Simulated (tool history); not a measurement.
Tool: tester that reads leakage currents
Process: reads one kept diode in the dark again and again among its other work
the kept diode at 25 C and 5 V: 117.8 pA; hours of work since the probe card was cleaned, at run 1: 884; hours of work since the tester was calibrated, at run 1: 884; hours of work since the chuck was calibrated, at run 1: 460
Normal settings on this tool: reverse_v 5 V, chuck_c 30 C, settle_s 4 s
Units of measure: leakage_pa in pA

run   hour  reverse_v  chuck_c  settle_s  hours of work since the probe card was cleaned  hours of work since the tester was calibrated  hours of work since the chuck was calibrated  leakage_pa
  1      0          5       30         4                                             884                                            884                                           460      185.92
  2   41.7          5       30         4                                             905                                            905                                           481      187.09
  3     72          5       30         4                                             921                                            921                                           497      187.52
  4  111.9          5       30         4                                             942                                            942                                           518      187.98
     143.1  -- chuck's temperature calibrated
  5  143.1          5       30         4                                             958                                            958                                             0      178.49
  6  172.2          5       30         4                                             973                                            973                                            15      178.16
  7  201.9          5       30         4                                             988                                            988                                            31      178.73
  8  240.4          5       30         4                                            1009                                           1009                                            51      181.32
  9  265.5          5       30         4                                            1022                                           1022                                            64      180.54
 10  307.6       2.31       30         4                                            1044                                           1044                                            86      131.42
 11    349       6.02       30         4                                            1066                                           1066                                           108      196.58
 12  381.2       6.02       30         4                                            1082                                           1082                                           125      198.68
 13  402.9          5       30         4                                            1094                                           1094                                           136       182.6
 14  449.5          5       30         4                                            1118                                           1118                                           161       184.3
 15  490.9          5       30         4                                            1140                                           1140                                           182       183.9
     496.7  -- probe card cleaned and baked
 16  524.8          5       30         4                                              15                                           1156                                           199      190.06
 17  562.5          5       22         4                                              34                                           1176                                           218      112.33
 18  608.2       5.04       45      4.42                                              58                                           1200                                           242      508.06
       622  -- probe card cleaned and baked, once more
 19  631.1       2.29       42       0.5                                               5                                           1210                                           253      299.28
 20  656.4       2.29       24      3.44                                              18                                           1224                                           266       84.15
 21  677.7          5       30      0.87                                              29                                           1235                                           277      178.08
 22  726.5          5       29      0.87                                              55                                           1260                                           303      166.51
 23  763.8          5       29      0.87                                              74                                           1280                                           322      167.57
 24  785.2          5       29      0.87                                              86                                           1291                                           333      169.19
 25  832.2       2.35       47      4.21                                             110                                           1316                                           358      426.02
 26  862.4       4.88       30      4.21                                             126                                           1332                                           374      178.69
 27  903.8          5       51      4.67                                             148                                           1353                                           396      737.89

For each run, the measured value with the value that run would have given without the tool's hidden condition subtracted. The run-to-run variation is shared by both, the gauge scatter possibly not:
Hidden conditions of the tool in this case: stray current of the dirty probe card, pA a volt; current scale over the true one, %; true chuck temperature over the reading, C; drift of the gauge itself on leakage_pa, %.
run  leakage_pa
  1      +16.11
  2      +16.88
  3      +17.39
  4      +18.11
  5       +8.04
  6       +8.45
  7       +8.96
  8       +9.69
  9      +10.08
 10       +5.58
 11      +13.39
 12      +14.09
 13      +12.32
 14      +13.11
 15      +13.71
 16      +19.52
 17      +17.97
 18      +29.48
 19       +9.35
 20       +3.27
 21       +6.89
 22       +7.24
 23       +7.88
 24        +8.3
 25      +18.44
 26       +9.95
 27      +34.56

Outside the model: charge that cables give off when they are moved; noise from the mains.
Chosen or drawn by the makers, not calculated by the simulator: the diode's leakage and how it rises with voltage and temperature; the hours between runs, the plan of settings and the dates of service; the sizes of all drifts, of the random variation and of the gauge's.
